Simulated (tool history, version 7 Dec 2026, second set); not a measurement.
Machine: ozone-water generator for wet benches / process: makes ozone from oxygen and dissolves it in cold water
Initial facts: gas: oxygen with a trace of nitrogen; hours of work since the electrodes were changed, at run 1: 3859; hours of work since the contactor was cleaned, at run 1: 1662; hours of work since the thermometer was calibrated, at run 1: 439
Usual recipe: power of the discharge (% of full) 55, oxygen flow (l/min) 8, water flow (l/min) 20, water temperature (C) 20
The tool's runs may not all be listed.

run    hour  power of the discharge (% of full)  oxygen flow (l/min)  water flow (l/min)  water temperature (C)  hours of work since the electrodes were changed  hours of work since the contactor was cleaned  hours of work since the thermometer was calibrated  dissolved ozone (ppm)  ozone in the gas ahead of the water (g/m3)
  1       0                                  55                    8                  20                     20                                             3859                                           1662                                                 439                   17.4                                       131.3
  2    73.9                                  55                    8                  20                     20                                             3926                                           1729                                                 506                   17.2                                       131.4
  3   129.7                                  55                    8                  20                     20                                             3977                                           1780                                                 557                   17.1                                       132.6
  4   205.6                                  55                11.89                  20                     20                                             4046                                           1849                                                 626                   15.8                                         102
  5     268                                  55                11.89                  20                     20                                             4103                                           1906                                                 683                   15.8                                       101.4
  6   375.7                                  46                    8                  20                     20                                             4201                                           2004                                                 781                     15                                       113.2
  7   487.4                                  46                    8                  20                     24                                             4303                                           2105                                                 882                   13.5                                       114.5
  8   567.6                                  55                    8                  20                     16                                             4376                                           2178                                                 955                   17.9                                       129.6
  9   657.7                                  55                    8                  19                     16                                             4458                                           2260                                                1037                   18.4                                       127.6
 10   784.5                                  55                    8                  20                     20                                             4573                                           2376                                                1153                   16.5                                         127
 11   855.1                                  74                 11.4                  21                     14                                             4637                                           2440                                                1217                   20.5                                       125.4
 12   935.9                                  74                 11.4                  21                     14                                             4711                                           2514                                                1291                   20.4                                       124.7
      999.1  -- contactor cleaned
 13  1065.2                                  55                 6.28                  16                     14                                             4825                                             60                                                1405                   22.4                                       145.1
 14    1140                                  71                 4.24                  22                     25                                             4893                                            128                                                1473                   19.2                                       217.8
 15  1259.3                                  55                    8                  13                     20                                             5002                                            237                                                1581                   21.6                                         124
 16  1322.7                                  55                 8.04                  20                     26                                             5059                                            295                                                1639                     15                                       124.6
 17  1435.6                                  54                    8                  16                     18                                             5162                                            397                                                1742                   19.2                                       120.9
 18  1513.7                                  67                 5.48                  16                     18                                             5233                                            468                                                1813                   24.1                                       177.5
 19  1567.8                                  67                 8.58                  16                     18                                             5282                                            518                                                1862                   21.8                                       134.3
 20    1623                                  55                    8                  14                     20                                             5333                                            568                                                1912                   19.9                                       123.1

Below are 4 alternative next runs, each starting from the tool's condition after run 20. Predict each:
  A  1745.8                                  55                 8.13                  14                     20                                             5444                                            680                                                2024                      ?                                           ?
  B  1745.8                                  43                    8                  20                     24                                             5444                                            680                                                2024                      ?                                           ?
  C  1745.8                                  73                 8.02                  14                     15                                             5444                                            680                                                2024                      ?                                           ?
  D  1745.8                                  92                 9.86                  20                     27                                             5444                                            680                                                2024                      ?                                           ?

run  dissolved ozone (ppm)  ozone in the gas ahead of the water (g/m3)
  A                   19.8                                       121.2
  B                   12.7                                       102.7
  C                   26.6                                       148.4
  D                   18.8                                       149.7
Without the tool's hidden state the same runs would have given:
run  dissolved ozone (ppm)  ozone in the gas ahead of the water (g/m3)
  A                   25.8                                       155.3
  B                   15.6                                       124.4
  C                   37.1                                       203.7
  D                   27.8                                       217.5
